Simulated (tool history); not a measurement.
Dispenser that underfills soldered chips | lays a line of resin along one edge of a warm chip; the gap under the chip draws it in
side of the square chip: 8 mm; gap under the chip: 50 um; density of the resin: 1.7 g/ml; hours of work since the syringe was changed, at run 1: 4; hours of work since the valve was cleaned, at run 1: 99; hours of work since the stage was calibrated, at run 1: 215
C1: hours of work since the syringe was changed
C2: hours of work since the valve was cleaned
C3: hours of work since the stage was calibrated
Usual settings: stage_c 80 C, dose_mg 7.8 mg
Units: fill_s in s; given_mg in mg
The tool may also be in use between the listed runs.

{"run": 1, "hour": 0.0, "stage_c": 80, "dose_mg": 7.8, "C1": 4, "C2": 99, "C3": 215, "fill_s": 32.3, "given_mg": 7.3}
{"hour": 6.3, "done": "new syringe of resin"}
{"run": 2, "hour": 7.8, "stage_c": 80, "dose_mg": 7.8, "C1": 1, "C2": 104, "C3": 220, "fill_s": 25.3, "given_mg": 7.22}
{"run": 3, "hour": 15.0, "stage_c": 89, "dose_mg": 7.8, "C1": 6, "C2": 109, "C3": 225, "fill_s": 25.6, "given_mg": 7.16}
{"hour": 19.6, "done": "new syringe of resin"}
{"run": 4, "hour": 25.7, "stage_c": 89, "dose_mg": 7.8, "C1": 4, "C2": 116, "C3": 232, "fill_s": 22.6, "given_mg": 7.17}
{"hour": 32.3, "done": "new syringe of resin"}
{"run": 5, "hour": 34.8, "stage_c": 89, "dose_mg": 7.8, "C1": 2, "C2": 122, "C3": 237, "fill_s": 18.9, "given_mg": 7.18}
{"run": 6, "hour": 42.6, "stage_c": 89, "dose_mg": 7.8, "C1": 7, "C2": 127, "C3": 243, "fill_s": 27.7, "given_mg": 7.08}
{"hour": 45.5, "done": "new syringe of resin"}
{"hour": 49.3, "done": "dispensing valve cleaned and set on the balance"}
{"run": 7, "hour": 54.3, "stage_c": 89, "dose_mg": 7.8, "C1": 5, "C2": 3, "C3": 250, "fill_s": 23.8, "given_mg": 7.71}
{"hour": 59.7, "done": "new syringe of resin"}
{"run": 8, "hour": 62.9, "stage_c": 80, "dose_mg": 7.8, "C1": 2, "C2": 9, "C3": 255, "fill_s": 28.1, "given_mg": 7.71}
{"hour": 72.2, "done": "new syringe of resin"}
{"run": 9, "hour": 73.3, "stage_c": 67, "dose_mg": 7.8, "C1": 1, "C2": 16, "C3": 262, "fill_s": 42.1, "given_mg": 7.72}
{"run": 10, "hour": 83.5, "stage_c": 72, "dose_mg": 7.8, "C1": 8, "C2": 23, "C3": 269, "fill_s": 55.4, "given_mg": 7.62}
{"hour": 85.0, "done": "new syringe of resin"}
{"run": 11, "hour": 91.9, "stage_c": 72, "dose_mg": 7.8, "C1": 5, "C2": 28, "C3": 274, "fill_s": 45.8, "given_mg": 7.64}
{"hour": 98.1, "done": "new syringe of resin"}
{"run": 12, "hour": 102.0, "stage_c": 72, "dose_mg": 7.79, "C1": 3, "C2": 34, "C3": 281, "fill_s": 39.3, "given_mg": 7.59}
{"run": 13, "hour": 106.8, "stage_c": 72, "dose_mg": 7.79, "C1": 6, "C2": 38, "C3": 284, "fill_s": 49.3, "given_mg": 7.7}
{"hour": 110.9, "done": "new syringe of resin"}
{"run": 14, "hour": 117.2, "stage_c": 72, "dose_mg": 7.79, "C1": 4, "C2": 44, "C3": 291, "fill_s": 42.9, "given_mg": 7.56}
{"hour": 123.9, "done": "new syringe of resin"}
{"run": 15, "hour": 127.8, "stage_c": 80, "dose_mg": 9.39, "C1": 3, "C2": 51, "C3": 298, "fill_s": 27.6, "given_mg": 9.05}
{"hour": 136.8, "done": "new syringe of resin"}
{"run": 16, "hour": 137.3, "stage_c": 80, "dose_mg": 7.8, "C1": 0, "C2": 57, "C3": 304, "fill_s": 23.8, "given_mg": 7.5}
{"run": 17, "hour": 146.5, "stage_c": 92, "dose_mg": 7.8, "C1": 7, "C2": 64, "C3": 310, "fill_s": 24.4, "given_mg": 7.4}
{"hour": 149.6, "done": "new syringe of resin"}
{"run": 18, "hour": 153.0, "stage_c": 92, "dose_mg": 7.8, "C1": 2, "C2": 68, "C3": 314, "fill_s": 18, "given_mg": 7.49}
{"run": 19, "hour": 158.2, "stage_c": 83, "dose_mg": 7.14, "C1": 6, "C2": 71, "C3": 318, "fill_s": 33.8, "given_mg": 6.77}
{"hour": 162.2, "done": "new syringe of resin"}
{"run": 20, "hour": 163.5, "stage_c": 92, "dose_mg": 8.17, "C1": 1, "C2": 75, "C3": 321, "fill_s": 15.5, "given_mg": 7.82}
{"run": 21, "hour": 173.1, "stage_c": 66, "dose_mg": 8.09, "C1": 7, "C2": 81, "C3": 327, "fill_s": 70.1, "given_mg": 7.56}
{"hour": 174.8, "done": "new syringe of resin"}
{"run": 22, "hour": 180.8, "stage_c": 80, "dose_mg": 7.43, "C1": 4, "C2": 86, "C3": 332, "fill_s": 31.8, "given_mg": 7.09}
{"hour": 187.7, "done": "new syringe of resin"}
{"run": 23, "hour": 188.3, "stage_c": 77, "dose_mg": 9.1, "C1": 0, "C2": 91, "C3": 337, "fill_s": 26.8, "given_mg": 8.61}
{"run": 24, "hour": 193.1, "stage_c": 83, "dose_mg": 7.8, "C1": 4, "C2": 94, "C3": 340, "fill_s": 27.5, "given_mg": 7.42}
{"hour": 200.2, "done": "new syringe of resin"}
{"run": 25, "hour": 202.2, "stage_c": 83, "dose_mg": 9.25, "C1": 1, "C2": 100, "C3": 346, "fill_s": 22.4, "given_mg": 8.55}
{"run": 26, "hour": 211.2, "stage_c": 68, "dose_mg": 9.27, "C1": 7, "C2": 106, "C3": 352, "fill_s": 63.5, "given_mg": 8.58}
{"hour": 213.4, "done": "new syringe of resin"}
{"run": 27, "hour": 217.1, "stage_c": 68, "dose_mg": 9.27, "C1": 2, "C2": 110, "C3": 356, "fill_s": 45.5, "given_mg": 8.63}
{"run": 28, "hour": 224.5, "stage_c": 68, "dose_mg": 9.27, "C1": 7, "C2": 115, "C3": 361, "fill_s": 66.3, "given_mg": 8.54}
{"hour": 226.4, "done": "new syringe of resin"}
{"run": 29, "hour": 235.2, "stage_c": 67, "dose_mg": 6.71, "C1": 6, "C2": 122, "C3": 368, "fill_s": 65.2, "given_mg": 6.15}
{"hour": 239.3, "done": "new syringe of resin"}
{"run": 30, "hour": 243.9, "stage_c": 67, "dose_mg": 6.71, "C1": 3, "C2": 127, "C3": 373, "fill_s": 53.9, "given_mg": 6.23}
{"hour": 250.1, "done": "dispensing valve cleaned and set on the balance"}
{"run": 31, "hour": 250.4, "stage_c": 69, "dose_mg": 9.65, "C1": 7, "C2": 0, "C3": 377, "fill_s": 59.6, "given_mg": 9.61}
{"hour": 253.3, "done": "new syringe of resin"}
{"run": 32, "hour": 257.1, "stage_c": 69, "dose_mg": 7.3, "C1": 3, "C2": 4, "C3": 381, "fill_s": 46, "given_mg": 7.23}
{"run": 33, "hour": 263.5, "stage_c": 95, "dose_mg": 7.8, "C1": 7, "C2": 9, "C3": 386, "fill_s": 21.9, "given_mg": 7.79}
{"hour": 266.4, "done": "new syringe of resin"}
{"run": 34, "hour": 274.6, "stage_c": 81, "dose_mg": 8.37, "C1": 6, "C2": 16, "C3": 393, "fill_s": 34.7, "given_mg": 8.32}
{"hour": 279.3, "done": "new syringe of resin"}
{"run": 35, "hour": 280.3, "stage_c": 81, "dose_mg": 8.37, "C1": 1, "C2": 20, "C3": 397, "fill_s": 23.6, "given_mg": 8.33}

Hidden state or all else? Some run-to-run changes of fill_s, split into what the settings, what came in and random variation would give without the hidden state, and what is left for the hidden state (with any gauge scatter that isn't in both results):
The hidden state here: resin's viscosity, % of fresh resin's; dose that the valve gives, % of what is set; true chip temperature over the reading, C; drift of the gauge itself on fill_s, %; drift of the gauge itself on given_mg, %.
Run 20 -> 21: stage_c 92 -> 66, dose_mg 8.17 -> 8.09. fill_s +54.6 s: hidden state +30, all else +24.6.
Run 21 -> 22: stage_c 66 -> 80, dose_mg 8.09 -> 7.43, new syringe of resin. fill_s -38.3 s: hidden state -21.7, all else -16.6.
Run 25 -> 26: stage_c 83 -> 68, dose_mg 9.25 -> 9.27. fill_s +41.1 s: hidden state +26, all else +15.1.
